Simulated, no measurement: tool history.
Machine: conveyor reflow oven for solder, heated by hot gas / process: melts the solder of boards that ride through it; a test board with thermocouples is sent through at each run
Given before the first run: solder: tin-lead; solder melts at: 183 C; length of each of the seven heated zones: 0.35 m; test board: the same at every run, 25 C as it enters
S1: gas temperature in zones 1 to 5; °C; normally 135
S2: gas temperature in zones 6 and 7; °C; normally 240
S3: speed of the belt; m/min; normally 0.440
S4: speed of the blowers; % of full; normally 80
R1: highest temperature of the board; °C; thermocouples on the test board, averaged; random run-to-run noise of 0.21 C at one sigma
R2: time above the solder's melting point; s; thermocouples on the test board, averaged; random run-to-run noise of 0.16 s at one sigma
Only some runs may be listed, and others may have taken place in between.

{"run": 1, "hour": 0.0, "S1": 135, "S2": 240, "S3": 0.44, "S4": 80, "R1": 224.6, "R2": 76.7}
{"run": 2, "hour": 68.7, "S1": 135, "S2": 240, "S3": 0.44, "S4": 80, "R1": 224.4, "R2": 77.0}
{"run": 3, "hour": 122.7, "S1": 135, "S2": 240, "S3": 0.44, "S4": 80, "R1": 224.1, "R2": 77.1}
{"run": 4, "hour": 193.5, "S1": 135, "S2": 240, "S3": 0.44, "S4": 80, "R1": 224.3, "R2": 76.8}
{"run": 5, "hour": 240.5, "S1": 135, "S2": 240, "S3": 0.44, "S4": 80, "R1": 224.8, "R2": 76.5}
{"run": 6, "hour": 316.8, "S1": 135, "S2": 240, "S3": 0.46, "S4": 80, "R1": 223.3, "R2": 72.4}
{"run": 7, "hour": 366.0, "S1": 135, "S2": 240, "S3": 0.408, "S4": 80, "R1": 226.9, "R2": 85.3}
{"run": 8, "hour": 399.5, "S1": 135, "S2": 240, "S3": 0.408, "S4": 80, "R1": 226.9, "R2": 85.0}
{"run": 9, "hour": 442.8, "S1": 135, "S2": 235, "S3": 0.408, "S4": 80, "R1": 222.3, "R2": 81.7}
{"run": 10, "hour": 478.7, "S1": 135, "S2": 235, "S3": 0.408, "S4": 80, "R1": 222.4, "R2": 81.9}
{"run": 11, "hour": 513.7, "S1": 143, "S2": 240, "S3": 0.44, "S4": 80, "R1": 226.0, "R2": 81.0}
{"run": 12, "hour": 588.8, "S1": 135, "S2": 240, "S3": 0.44, "S4": 64, "R1": 219.7, "R2": 71.6}
{"run": 13, "hour": 675.6, "S1": 135, "S2": 240, "S3": 0.44, "S4": 64, "R1": 219.8, "R2": 71.9}
{"run": 14, "hour": 733.5, "S1": 135, "S2": 240, "S3": 0.44, "S4": 80, "R1": 224.6, "R2": 76.8}
{"run": 15, "hour": 790.0, "S1": 135, "S2": 240, "S3": 0.44, "S4": 80, "R1": 224.3, "R2": 76.8}
{"run": 16, "hour": 825.2, "S1": 135, "S2": 240, "S3": 0.44, "S4": 80, "R1": 224.9, "R2": 76.9}
{"run": 17, "hour": 897.3, "S1": 124, "S2": 240, "S3": 0.44, "S4": 80, "R1": 222.6, "R2": 71.4}
{"run": 18, "hour": 942.4, "S1": 124, "S2": 234, "S3": 0.359, "S4": 90, "R1": 226.0, "R2": 93.1}
{"run": 19, "hour": 995.2, "S1": 124, "S2": 234, "S3": 0.359, "S4": 70, "R1": 221.3, "R2": 87.1}
{"run": 20, "hour": 1062.7, "S1": 134, "S2": 250, "S3": 0.409, "S4": 52, "R1": 225.8, "R2": 82.1}
{"run": 21, "hour": 1125.1, "S1": 148, "S2": 254, "S3": 0.372, "S4": 58, "R1": 237.5, "R2": 108.0}
{"run": 22, "hour": 1186.4, "S1": 148, "S2": 254, "S3": 0.372, "S4": 58, "R1": 238.0, "R2": 107.6}
{"run": 23, "hour": 1227.3, "S1": 149, "S2": 251, "S3": 0.48, "S4": 63, "R1": 228.0, "R2": 77.9}
{"run": 24, "hour": 1275.2, "S1": 143, "S2": 230, "S3": 0.392, "S4": 69, "R1": 217.5, "R2": 84.2}
{"run": 25, "hour": 1333.7, "S1": 143, "S2": 235, "S3": 0.44, "S4": 80, "R1": 221.1, "R2": 78.0}
{"run": 26, "hour": 1394.1, "S1": 134, "S2": 251, "S3": 0.44, "S4": 80, "R1": 234.1, "R2": 83.0}
{"run": 27, "hour": 1475.5, "S1": 134, "S2": 251, "S3": 0.44, "S4": 80, "R1": 233.9, "R2": 83.0}
{"run": 28, "hour": 1530.1, "S1": 124, "S2": 248, "S3": 0.433, "S4": 59, "R1": 222.6, "R2": 71.3}
{"run": 29, "hour": 1605.1, "S1": 132, "S2": 247, "S3": 0.363, "S4": 59, "R1": 230.0, "R2": 96.3}
{"run": 30, "hour": 1687.4, "S1": 132, "S2": 247, "S3": 0.363, "S4": 59, "R1": 230.2, "R2": 96.7}

Missing from the log above: 6 entries noted between runs. For each, name the pair of listed runs it sits between and say how the tool's hidden condition differs from the listed run just before to the listed run just after:
Between runs 3 and 4: flux residue cleaned out of gas plates and filters (hour 138.4)
  heat that the gas passes to the board, % of a clean oven's: 99.8 -> 100
Between runs 4 and 5: thermocouples of zones 6 and 7 changed (hour 212.3)
  true gas temperature in zones 6 and 7 over the reading, C: -0.07 -> -0.01
Between runs 12 and 13: flux residue cleaned out of gas plates and filters (hour 653.5)
  heat that the gas passes to the board, % of a clean oven's: 99.9 -> 100
Between runs 21 and 22: flux residue cleaned out of gas plates and filters (hour 1165.9)
  heat that the gas passes to the board, % of a clean oven's: 99.9 -> 100
Between runs 24 and 25: belt drive overhauled, speed set with a stopwatch (hour 1285.0)
  belt's true speed, % of the reading: 99.95 -> 100
Between runs 29 and 30: flux residue cleaned out of gas plates and filters (hour 1683.3)
  heat that the gas passes to the board, % of a clean oven's: 99.8 -> 100; belt's true speed, % of the reading: 99.99 -> 99.98
